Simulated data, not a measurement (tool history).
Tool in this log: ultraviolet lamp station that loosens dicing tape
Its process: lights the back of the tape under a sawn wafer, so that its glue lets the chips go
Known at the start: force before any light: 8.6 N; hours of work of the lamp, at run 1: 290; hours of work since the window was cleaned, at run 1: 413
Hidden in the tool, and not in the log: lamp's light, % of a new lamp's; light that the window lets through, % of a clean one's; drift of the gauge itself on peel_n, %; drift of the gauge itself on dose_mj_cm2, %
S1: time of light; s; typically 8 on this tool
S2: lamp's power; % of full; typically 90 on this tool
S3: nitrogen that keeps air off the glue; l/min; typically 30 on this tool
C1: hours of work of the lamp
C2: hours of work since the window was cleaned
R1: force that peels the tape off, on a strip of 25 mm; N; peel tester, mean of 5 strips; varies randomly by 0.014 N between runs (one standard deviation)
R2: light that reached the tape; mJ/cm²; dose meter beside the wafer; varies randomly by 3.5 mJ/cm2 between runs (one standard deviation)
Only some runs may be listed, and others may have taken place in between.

{"run": 1, "hour": 0.0, "S1": 8, "S2": 90, "S3": 30, "C1": 290, "C2": 413, "R1": 0.674, "R2": 565}
{"run": 2, "hour": 27.7, "S1": 8, "S2": 90, "S3": 30, "C1": 309, "C2": 431, "R1": 0.653, "R2": 560}
{"run": 3, "hour": 57.3, "S1": 8, "S2": 90, "S3": 30, "C1": 329, "C2": 451, "R1": 0.697, "R2": 564}
{"run": 4, "hour": 101.5, "S1": 8, "S2": 90, "S3": 30, "C1": 358, "C2": 481, "R1": 0.656, "R2": 562}
{"run": 5, "hour": 139.4, "S1": 8, "S2": 90, "S3": 30, "C1": 384, "C2": 507, "R1": 0.674, "R2": 562}
{"run": 6, "hour": 164.8, "S1": 8, "S2": 90, "S3": 30, "C1": 401, "C2": 524, "R1": 0.661, "R2": 561}
{"run": 7, "hour": 205.0, "S1": 8, "S2": 90, "S3": 30, "C1": 428, "C2": 551, "R1": 0.694, "R2": 562}
{"run": 8, "hour": 232.2, "S1": 8, "S2": 90, "S3": 30, "C1": 446, "C2": 569, "R1": 0.705, "R2": 564}
{"run": 9, "hour": 277.1, "S1": 8, "S2": 90, "S3": 30, "C1": 477, "C2": 599, "R1": 0.689, "R2": 560}
{"run": 10, "hour": 320.2, "S1": 8, "S2": 90, "S3": 30, "C1": 506, "C2": 628, "R1": 0.706, "R2": 567}
{"run": 11, "hour": 338.8, "S1": 8, "S2": 81, "S3": 29, "C1": 518, "C2": 641, "R1": 0.875, "R2": 507}
{"run": 12, "hour": 358.5, "S1": 8, "S2": 81, "S3": 29, "C1": 531, "C2": 654, "R1": 0.84, "R2": 507}
{"hour": 361.5, "done": "window cleaned of glue's vapour"}
{"run": 13, "hour": 385.1, "S1": 8, "S2": 81, "S3": 29, "C1": 549, "C2": 16, "R1": 0.862, "R2": 509}
{"run": 14, "hour": 419.1, "S1": 8, "S2": 81, "S3": 29, "C1": 572, "C2": 39, "R1": 0.913, "R2": 511}
{"run": 15, "hour": 448.9, "S1": 8, "S2": 81, "S3": 29, "C1": 592, "C2": 59, "R1": 0.914, "R2": 506}
{"run": 16, "hour": 488.0, "S1": 8, "S2": 75, "S3": 53, "C1": 618, "C2": 85, "R1": 0.634, "R2": 472}
{"run": 17, "hour": 508.5, "S1": 8, "S2": 90, "S3": 14, "C1": 632, "C2": 99, "R1": 1.311, "R2": 565}

Each row is a separate what-if for the run after 17, all from the same tool condition, not one after another. Results?
{"run": "A", "hour": 550.4, "S1": 8, "S2": 76, "S3": 14, "C1": 660, "C2": 127, "R1": "?", "R2": "?"}
{"run": "B", "hour": 550.4, "S1": 12, "S2": 78, "S3": 14, "C1": 660, "C2": 127, "R1": "?", "R2": "?"}
{"run": "C", "hour": 550.4, "S1": 7, "S2": 90, "S3": 31, "C1": 660, "C2": 127, "R1": "?", "R2": "?"}
{"run": "D", "hour": 550.4, "S1": 6, "S2": 66, "S3": 10, "C1": 660, "C2": 127, "R1": "?", "R2": "?"}

run=A R1=1.724 R2=472
run=B R1=0.775 R2=736
run=C R1=0.866 R2=497
run=D R1=3.376 R2=308
With no hidden state in the tool, these same runs would have given:
run=A R1=1.712 R2=474
run=B R1=0.767 R2=739
run=C R1=0.858 R2=499
run=D R1=3.362 R2=309
